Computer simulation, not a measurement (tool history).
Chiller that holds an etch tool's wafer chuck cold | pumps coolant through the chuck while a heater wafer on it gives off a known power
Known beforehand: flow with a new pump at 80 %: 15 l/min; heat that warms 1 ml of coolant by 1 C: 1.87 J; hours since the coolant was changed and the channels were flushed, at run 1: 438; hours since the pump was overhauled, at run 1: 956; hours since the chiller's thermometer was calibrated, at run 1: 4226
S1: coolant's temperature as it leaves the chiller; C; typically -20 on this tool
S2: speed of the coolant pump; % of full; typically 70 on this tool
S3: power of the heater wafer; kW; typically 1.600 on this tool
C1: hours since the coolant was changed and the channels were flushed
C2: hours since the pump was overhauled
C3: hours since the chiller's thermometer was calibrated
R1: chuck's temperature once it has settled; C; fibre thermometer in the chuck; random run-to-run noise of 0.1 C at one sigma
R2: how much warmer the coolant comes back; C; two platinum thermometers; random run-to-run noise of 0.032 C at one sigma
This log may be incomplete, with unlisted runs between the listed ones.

Run 1, hour 0.0: usual settings; C1 438; C2 956; C3 4226. Result: R1 -7.0 C, R2 4.06 C.
Run 2, hour 38.9: usual settings; C1 476; C2 995; C3 4264. Result: R1 -7.0 C, R2 4.05 C.
Run 3, hour 78.0: usual settings but S1 -25 C; C1 515; C2 1034; C3 4303. Result: R1 -12.0 C, R2 3.99 C.
Run 4, hour 115.4: usual settings but S1 -25 C; C1 553; C2 1072; C3 4341. Result: R1 -11.9 C, R2 4.01 C.
Run 5, hour 157.2: usual settings but S1 -25 C; C1 595; C2 1113; C3 4383. Result: R1 -12.1 C, R2 4.06 C.
Run 6, hour 184.5: usual settings but S1 -25 C; C1 622; C2 1141; C3 4410. Result: R1 -12.0 C, R2 4.02 C.
Run 7, hour 201.6: usual settings but S1 -25 C; C1 639; C2 1158; C3 4427. Result: R1 -11.9 C, R2 4.06 C.
Run 8, hour 243.8: usual settings but S1 -25 C; C1 681; C2 1200; C3 4469. Result: R1 -11.9 C, R2 4.05 C.
Run 9, hour 269.8: usual settings; C1 707; C2 1226; C3 4495. Result: R1 -6.9 C, R2 4.06 C.
Run 10, hour 301.8: usual settings; C1 739; C2 1258; C3 4527. Result: R1 -6.9 C, R2 4.00 C.
Run 11, hour 322.6: usual settings but S3 0.974 kW; C1 760; C2 1279; C3 4548. Result: R1 -12.4 C, R2 2.48 C.
Run 12, hour 359.5: usual settings; C1 797; C2 1316; C3 4585. Result: R1 -6.9 C, R2 4.08 C.
Run 13, hour 389.9: usual settings but S3 1.037 kW; C1 827; C2 1346; C3 4615. Result: R1 -11.8 C, R2 2.65 C.
Run 14, hour 431.1: usual settings but S3 1.037 kW; C1 869; C2 1387; C3 4657. Result: R1 -11.7 C, R2 2.64 C.
Run 15, hour 468.4: usual settings but S3 1.037 kW; C1 906; C2 1425; C3 4694. Result: R1 -11.9 C, R2 2.64 C.
Run 16, hour 489.3: usual settings but S3 1.037 kW; C1 927; C2 1446; C3 4715. Result: R1 -11.9 C, R2 2.65 C.
Run 17, hour 529.9: usual settings but S3 1.037 kW; C1 967; C2 1486; C3 4755. Result: R1 -11.7 C, R2 2.68 C.
Run 18, hour 557.1: usual settings but S2 67 % of full; C1 995; C2 1513; C3 4783. Result: R1 -6.3 C, R2 4.29 C.
At hour 564.0: coolant pump overhauled.
Run 19, hour 600.2: usual settings but S1 -18 C, S2 67 % of full, S3 1.208 kW; C1 1033; C2 36; C3 4821. Result: R1 -7.7 C, R2 3.34 C.
Run 20, hour 633.8: usual settings but S2 99 % of full, S3 1.198 kW; C1 1066; C2 70; C3 4854. Result: R1 -12.4 C, R2 2.21 C.
Run 21, hour 673.2: usual settings but S2 99 % of full, S3 1.198 kW; C1 1106; C2 109; C3 4894. Result: R1 -12.4 C, R2 2.17 C.
Run 22, hour 702.9: usual settings but S1 -14 C; C1 1135; C2 139; C3 4923. Result: R1 -0.7 C, R2 4.20 C.
At hour 723.5: coolant pump overhauled, once more.
Run 23, hour 743.2: usual settings but S1 -14 C; C1 1171; C2 20; C3 4959. Result: R1 -1.4 C, R2 3.97 C.
Run 24, hour 773.2: usual settings but S1 -28 C; C1 1201; C2 50; C3 4989. Result: R1 -15.3 C, R2 3.99 C.
Run 25, hour 797.0: usual settings but S1 -15 C, S2 82 % of full, S3 1.253 kW; C1 1225; C2 73; C3 5013. Result: R1 -6.2 C, R2 2.58 C.
Run 26, hour 823.4: usual settings but S1 -15 C, S2 82 % of full, S3 1.253 kW; C1 1251; C2 100; C3 5039. Result: R1 -6.0 C, R2 2.58 C.
Run 27, hour 865.8: usual settings but S1 -17 C, S2 85 % of full, S3 1.296 kW; C1 1293; C2 142; C3 5081. Result: R1 -8.1 C, R2 2.63 C.
Run 28, hour 904.7: usual settings but S2 77 % of full; C1 1332; C2 181; C3 5120. Result: R1 -8.0 C, R2 3.58 C.
Run 29, hour 942.8: usual settings but S1 -11 C, S2 67 % of full, S3 1.112 kW; C1 1370; C2 219; C3 5158. Result: R1 -2.0 C, R2 2.83 C.
Run 30, hour 968.3: usual settings but S1 -19 C, S3 1.780 kW; C1 1396; C2 245; C3 5184. Result: R1 -4.8 C, R2 4.38 C.
Run 31, hour 995.6: usual settings but S1 -10 C, S3 0.997 kW; C1 1423; C2 272; C3 5211. Result: R1 -2.5 C, R2 2.48 C.

Difference, measured minus no-hidden-state, one row per run. Run-to-run variation is common to both terms; the gauge's own scatter need not be:
Hidden state at play: heat passed by the chuck's channels, % of clean ones'; flow at a given pump speed, % of a new pump's; coolant's true temperature over the reading, C; drift of the gauge itself on chuck_c, C; drift of the gauge itself on warmer_back_c, C.
run    R1     R2
  1  -0.3  +0.12
  2  -0.3  +0.11
  3  -0.3  +0.11
  4  -0.3  +0.12
  5  -0.4  +0.13
  6  -0.3  +0.13
  7  -0.3  +0.13
  8  -0.3  +0.13
  9  -0.2  +0.14
 10  -0.3  +0.14
 11  -0.5  +0.08
 12  -0.3  +0.14
 13  -0.5  +0.10
 14  -0.5  +0.10
 15  -0.5  +0.10
 16  -0.5  +0.10
 17  -0.4  +0.10
 18  -0.2  +0.17
 19  -0.2  +0.22
 20  -0.3  +0.15
 21  -0.3  +0.15
 22  +0.1  +0.28
 23  -0.5  +0.01
 24  -0.6  +0.01
 25  -0.7  +0.01
 26  -0.6  +0.01
 27  -0.6  +0.01
 28  -0.5  +0.02
 29  -0.6  +0.02
 30  -0.4  +0.02
 31  -0.7  +0.02
